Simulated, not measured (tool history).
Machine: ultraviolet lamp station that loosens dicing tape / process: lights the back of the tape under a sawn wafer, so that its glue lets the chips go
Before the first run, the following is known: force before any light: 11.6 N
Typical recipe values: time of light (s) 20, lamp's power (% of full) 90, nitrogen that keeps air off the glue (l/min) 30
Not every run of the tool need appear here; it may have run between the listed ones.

| run | hour | time of light (s) | lamp's power (% of full) | nitrogen that keeps air off the glue (l/min) | force that peels the tape off (N) | light that reached the tape (mJ/cm2) |
|---|---|---|---|---|---|---|
| 1 | 0 | 20 | 90 | 30 | 0.847 | 633 |
| 2 | 28.1 | 20 | 90 | 30 | 0.84 | 632 |
| 3 | 44.7 | 20 | 90 | 30 | 0.832 | 628 |
| 4 | 73.7 | 20 | 90 | 30 | 0.786 | 633 |
| 5 | 89.1 | 20 | 90 | 30 | 0.819 | 628 |
| 6 | 115.7 | 20 | 90 | 30 | 0.843 | 633 |
| 7 | 136.1 | 16 | 90 | 30 | 1.292 | 498 |
| 8 | 148.4 | 16 | 90 | 30 | 1.299 | 503 |
| 9 | 160.9 | 20 | 90 | 30 | 0.827 | 624 |
| 10 | 184.3 | 20 | 90 | 30 | 0.833 | 623 |
| 11 | 213.1 | 20 | 90 | 30 | 0.858 | 631 |
| 12 | 226.1 | 20 | 90 | 30 | 0.847 | 619 |
|  | 240.5 | window cleaned of glue's vapour |
| 13 | 247.8 | 20 | 90 | 30 | 0.823 | 632 |
| 14 | 262.1 | 20 | 97 | 12 | 1.529 | 670 |
| 15 | 283.5 | 14 | 64 | 10 | 4.634 | 309 |
| 16 | 297.2 | 14 | 64 | 10 | 4.778 | 309 |
| 17 | 309.8 | 14 | 64 | 10 | 4.655 | 310 |
| 18 | 336.2 | 14 | 64 | 10 | 4.728 | 310 |
| 19 | 355.4 | 20 | 96 | 12 | 1.515 | 663 |
| 20 | 379.6 | 12 | 96 | 40 | 1.582 | 393 |
| 21 | 393 | 12 | 96 | 40 | 1.583 | 397 |
| 22 | 413 | 12 | 96 | 40 | 1.557 | 399 |
| 23 | 436.9 | 12 | 96 | 40 | 1.625 | 396 |
| 24 | 449 | 12 | 75 | 40 | 2.445 | 312 |
| 25 | 467.7 | 20 | 90 | 10 | 2.077 | 622 |
| 26 | 479.6 | 20 | 90 | 10 | 2.046 | 613 |

3 ways to go on from here, each from the tool as it stands after run 26. What would each give?
| A | 495.7 | 20 | 85 | 25 | ? | ? |
| B | 495.7 | 17 | 69 | 11 | ? | ? |
| C | 495.7 | 20 | 90 | 12 | ? | ? |

| run | force that peels the tape off (N) | light that reached the tape (mJ/cm2) |
|---|---|---|
| A | 1.116 | 583 |
| B | 3.514 | 404 |
| C | 1.673 | 618 |
Stripped of hidden state, with their random variation kept, the same runs would have yielded:
| run | force that peels the tape off (N) | light that reached the tape (mJ/cm2) |
|---|---|---|
| A | 1.113 | 598 |
| B | 3.509 | 414 |
| C | 1.67 | 633 |

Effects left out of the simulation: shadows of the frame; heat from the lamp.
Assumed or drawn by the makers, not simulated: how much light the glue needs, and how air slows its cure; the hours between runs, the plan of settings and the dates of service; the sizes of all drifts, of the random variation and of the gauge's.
